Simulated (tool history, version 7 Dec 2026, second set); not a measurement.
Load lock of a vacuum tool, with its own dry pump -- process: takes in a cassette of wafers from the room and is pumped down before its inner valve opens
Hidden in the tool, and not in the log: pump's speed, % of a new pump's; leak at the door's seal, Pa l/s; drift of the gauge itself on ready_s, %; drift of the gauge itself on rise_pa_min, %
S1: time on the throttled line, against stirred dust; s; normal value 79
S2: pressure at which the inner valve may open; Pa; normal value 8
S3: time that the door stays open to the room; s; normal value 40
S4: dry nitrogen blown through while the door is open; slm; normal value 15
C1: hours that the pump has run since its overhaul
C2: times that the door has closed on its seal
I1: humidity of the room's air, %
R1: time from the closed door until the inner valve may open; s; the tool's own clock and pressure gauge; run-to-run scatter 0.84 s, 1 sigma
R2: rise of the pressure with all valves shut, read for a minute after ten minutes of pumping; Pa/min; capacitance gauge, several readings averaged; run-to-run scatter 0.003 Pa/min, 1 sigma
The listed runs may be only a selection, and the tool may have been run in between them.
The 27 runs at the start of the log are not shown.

{"run": 28, "hour": 4063.6, "S1": 64, "S2": 6, "S3": 26, "S4": 4, "C1": 19186, "C2": 16509, "I1": 46.2, "R1": 126.1, "R2": 0.213}
{"run": 29, "hour": 4282.2, "S1": 148, "S2": 9, "S3": 26, "S4": 24, "C1": 19404, "C2": 16793, "I1": 45, "R1": 187.2, "R2": 0.203}
{"run": 30, "hour": 4427.5, "S1": 148, "S2": 7, "S3": 26, "S4": 24, "C1": 19550, "C2": 16981, "I1": 47.6, "R1": 190.3, "R2": 0.196}
{"run": 31, "hour": 4656.9, "S1": 148, "S2": 7, "S3": 26, "S4": 24, "C1": 19779, "C2": 17279, "I1": 48.2, "R1": 188.7, "R2": 0.205}
{"run": 32, "hour": 4826.3, "S1": 132, "S2": 8, "S3": 203, "S4": 15, "C1": 19948, "C2": 17499, "I1": 47.9, "R1": 176.3, "R2": 0.242}
{"run": 33, "hour": 5048.0, "S1": 132, "S2": 8, "S3": 214, "S4": 10, "C1": 20170, "C2": 17787, "I1": 46.3, "R1": 174.5, "R2": 0.264}
{"run": 34, "hour": 5187.3, "S1": 132, "S2": 8, "S3": 214, "S4": 10, "C1": 20309, "C2": 17968, "I1": 45.3, "R1": 175.7, "R2": 0.257}
{"run": 35, "hour": 5316.8, "S1": 47, "S2": 11, "S3": 235, "S4": 19, "C1": 20439, "C2": 18136, "I1": 43.7, "R1": 109.2, "R2": 0.249}
{"run": 36, "hour": 5469.5, "S1": 119, "S2": 6, "S3": 43, "S4": 41, "C1": 20592, "C2": 18335, "I1": 47.3, "R1": 168.7, "R2": 0.215}

Branching from run 36: 4 alternative next runs. What would each branch give?
{"run": "A", "hour": 5600.7, "S1": 79, "S2": 11, "S3": 40, "S4": 9, "C1": 20723, "C2": 18505, "I1": 44.9, "R1": "?", "R2": "?"}
{"run": "B", "hour": 5600.7, "S1": 79, "S2": 8, "S3": 113, "S4": 34, "C1": 20723, "C2": 18505, "I1": 44.3, "R1": "?", "R2": "?"}
{"run": "C", "hour": 5600.7, "S1": 119, "S2": 6, "S3": 30, "S4": 41, "C1": 20723, "C2": 18505, "I1": 43.7, "R1": "?", "R2": "?"}
{"run": "D", "hour": 5600.7, "S1": 71, "S2": 7, "S3": 215, "S4": 41, "C1": 20723, "C2": 18505, "I1": 42.3, "R1": "?", "R2": "?"}

run=A R1=136.3 R2=0.238
run=B R1=137.9 R2=0.222
run=C R1=170 R2=0.225
run=D R1=129.1 R2=0.231
The same runs, with their run-to-run variation unchanged, on a tool lacking any hidden condition would have given:
run=A R1=130 R2=0.028
run=B R1=131.4 R2=0.019
run=C R1=164.2 R2=0.017
run=D R1=122.4 R2=0.025
